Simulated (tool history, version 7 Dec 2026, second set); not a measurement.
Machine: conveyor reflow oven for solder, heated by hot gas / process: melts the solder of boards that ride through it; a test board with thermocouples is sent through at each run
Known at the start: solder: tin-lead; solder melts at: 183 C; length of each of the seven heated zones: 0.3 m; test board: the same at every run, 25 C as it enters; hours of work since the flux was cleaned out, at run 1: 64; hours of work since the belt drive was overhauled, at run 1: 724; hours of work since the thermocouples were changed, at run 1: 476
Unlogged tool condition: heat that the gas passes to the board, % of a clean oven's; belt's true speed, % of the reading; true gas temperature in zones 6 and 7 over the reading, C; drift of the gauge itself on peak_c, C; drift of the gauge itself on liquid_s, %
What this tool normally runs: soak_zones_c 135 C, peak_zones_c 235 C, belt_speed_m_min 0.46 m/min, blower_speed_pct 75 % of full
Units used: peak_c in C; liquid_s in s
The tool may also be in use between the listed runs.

| run | hour | soak_zones_c | peak_zones_c | belt_speed_m_min | blower_speed_pct | hours of work since the flux was cleaned out | hours of work since the belt drive was overhauled | hours of work since the thermocouples were changed | peak_c | liquid_s |
|---|---|---|---|---|---|---|---|---|---|---|
| 1 | 0 | 135 | 235 | 0.46 | 75 | 64 | 724 | 476 | 221.7 | 63 |
| 2 | 12.9 | 135 | 235 | 0.46 | 75 | 74 | 734 | 486 | 221.9 | 62.7 |
| 3 | 33.9 | 135 | 235 | 0.46 | 75 | 90 | 750 | 502 | 221.5 | 62.7 |
| 4 | 48.1 | 135 | 235 | 0.475 | 75 | 100 | 760 | 512 | 220.9 | 60.1 |
| 5 | 60.3 | 135 | 235 | 0.46 | 75 | 109 | 770 | 522 | 221.6 | 62.8 |
| 6 | 73 | 135 | 235 | 0.46 | 75 | 119 | 779 | 531 | 222.3 | 62.6 |
|  | 95.1 | belt drive overhauled, speed set with a stopwatch |
| 7 | 96.4 | 135 | 235 | 0.46 | 75 | 134 | 1 | 546 | 221.1 | 61.3 |
| 8 | 116.3 | 135 | 235 | 0.46 | 75 | 148 | 16 | 561 | 221.2 | 61.2 |
| 9 | 136.9 | 135 | 235 | 0.46 | 75 | 164 | 31 | 576 | 221.3 | 61 |
| 10 | 157.1 | 135 | 235 | 0.46 | 54 | 179 | 47 | 591 | 216.2 | 56.4 |
| 11 | 177.6 | 135 | 235 | 0.504 | 54 | 194 | 62 | 607 | 212.8 | 47.8 |
| 12 | 199.1 | 135 | 235 | 0.504 | 54 | 211 | 78 | 623 | 212.7 | 48.3 |
| 13 | 209 | 135 | 245 | 0.46 | 75 | 218 | 85 | 630 | 230.4 | 66.6 |
| 14 | 222.7 | 135 | 245 | 0.46 | 68 | 228 | 96 | 640 | 229.1 | 65.6 |
| 15 | 244.9 | 135 | 245 | 0.46 | 68 | 245 | 112 | 657 | 229 | 65.6 |
| 16 | 255.6 | 135 | 245 | 0.46 | 56 | 253 | 120 | 665 | 225.5 | 64.1 |
| 17 | 275.3 | 135 | 235 | 0.46 | 74 | 268 | 135 | 680 | 221 | 61.4 |
| 18 | 293 | 135 | 238 | 0.46 | 75 | 281 | 148 | 693 | 224.3 | 62.9 |
| 19 | 315.8 | 124 | 230 | 0.518 | 59 | 298 | 166 | 710 | 206.7 | 37.6 |
| 20 | 329.5 | 124 | 230 | 0.518 | 59 | 308 | 176 | 721 | 206.2 | 37.7 |
| 21 | 342.3 | 124 | 230 | 0.523 | 62 | 318 | 185 | 730 | 206.7 | 37.6 |
| 22 | 364.5 | 138 | 230 | 0.523 | 62 | 335 | 202 | 747 | 210.8 | 45.3 |
| 23 | 385.6 | 135 | 246 | 0.502 | 75 | 350 | 218 | 763 | 228 | 60.1 |
| 24 | 395.5 | 126 | 234 | 0.453 | 68 | 358 | 225 | 770 | 217.9 | 56.7 |
| 25 | 408.5 | 126 | 234 | 0.453 | 68 | 368 | 235 | 780 | 217.9 | 56.9 |

For run 26, what comes out?
| 26 | 427.8 | 135 | 235 | 0.46 | 82 | 382 | 250 | 794 | ? | ? |

Run 26 gave peak_c 222.9 C, liquid_s 62.6 s.
Take away the tool's hidden state, keep the run-to-run variation as it was, and the same run would have given peak_c 221.6 C, liquid_s 61.5 s.

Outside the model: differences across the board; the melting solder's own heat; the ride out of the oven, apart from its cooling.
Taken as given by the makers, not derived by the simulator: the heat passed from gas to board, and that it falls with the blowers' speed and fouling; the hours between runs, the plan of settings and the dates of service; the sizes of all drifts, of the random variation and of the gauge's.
